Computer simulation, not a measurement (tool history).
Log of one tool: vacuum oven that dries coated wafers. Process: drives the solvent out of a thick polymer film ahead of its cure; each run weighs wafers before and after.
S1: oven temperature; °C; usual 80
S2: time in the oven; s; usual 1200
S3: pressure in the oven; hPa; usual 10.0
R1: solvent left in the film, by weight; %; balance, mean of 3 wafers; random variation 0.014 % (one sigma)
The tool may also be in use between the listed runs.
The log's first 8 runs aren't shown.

| run | hour | S1 | S2 | S3 | R1 |
|---|---|---|---|---|---|
| 9 | 307.1 | 80 | 1320 | 10.0 | 1.52 |
| 10 | 332.8 | 80 | 1200 | 7.7 | 1.68 |
| 11 | 355.2 | 80 | 1200 | 7.7 | 1.67 |
| 12 | 381.8 | 81 | 1200 | 10.0 | 1.64 |
| 13 | 426.6 | 81 | 1200 | 10.0 | 1.65 |
| 14 | 458.3 | 87 | 1200 | 10.0 | 0.94 |
| 15 | 494.6 | 87 | 1200 | 10.0 | 0.91 |
| 16 | 543.6 | 87 | 1200 | 10.0 | 0.92 |
| 17 | 591.1 | 68 | 1200 | 6.8 | 4.32 |
| 18 | 619.4 | 82 | 1860 | 10.0 | 0.77 |
| 19 | 662.4 | 80 | 1200 | 26.7 | 2.74 |
| 20 | 699.5 | 80 | 1200 | 10.1 | 1.79 |
| 21 | 740.9 | 80 | 1200 | 10.1 | 1.79 |
| 22 | 767.5 | 80 | 1200 | 10.1 | 1.74 |
| 23 | 790.1 | 93 | 1860 | 5.7 | 0.24 |
| 24 | 816.2 | 78 | 1200 | 10.0 | 2.09 |
| 25 | 863.0 | 82 | 1860 | 5.2 | 0.49 |
| 26 | 909.8 | 77 | 1200 | 10.0 | 2.28 |
| 27 | 949.1 | 77 | 1200 | 10.0 | 2.25 |
| 28 | 970.5 | 77 | 1200 | 10.0 | 2.27 |
| 29 | 1003.6 | 77 | 1200 | 10.0 | 2.26 |
| 30 | 1032.0 | 77 | 1200 | 10.9 | 2.33 |

Forecast each of these 5 alternatives for the next run:
| A | 1070.7 | 71 | 1200 | 10.0 | ? |
| B | 1070.7 | 79 | 720 | 34.3 | ? |
| C | 1070.7 | 77 | 1860 | 9.9 | ? |
| D | 1070.7 | 93 | 1200 | 10.9 | ? |
| E | 1070.7 | 76 | 1380 | 37.1 | ? |

| run | R1 |
|---|---|
| A | 3.61 |
| B | 5.45 |
| C | 1.13 |
| D | 0.58 |
| E | 3.70 |
Without the tool's hidden state the same runs would have given:
| run | R1 |
|---|---|
| A | 3.92 |
| B | 5.82 |
| C | 1.21 |
| D | 0.62 |
| E | 3.97 |

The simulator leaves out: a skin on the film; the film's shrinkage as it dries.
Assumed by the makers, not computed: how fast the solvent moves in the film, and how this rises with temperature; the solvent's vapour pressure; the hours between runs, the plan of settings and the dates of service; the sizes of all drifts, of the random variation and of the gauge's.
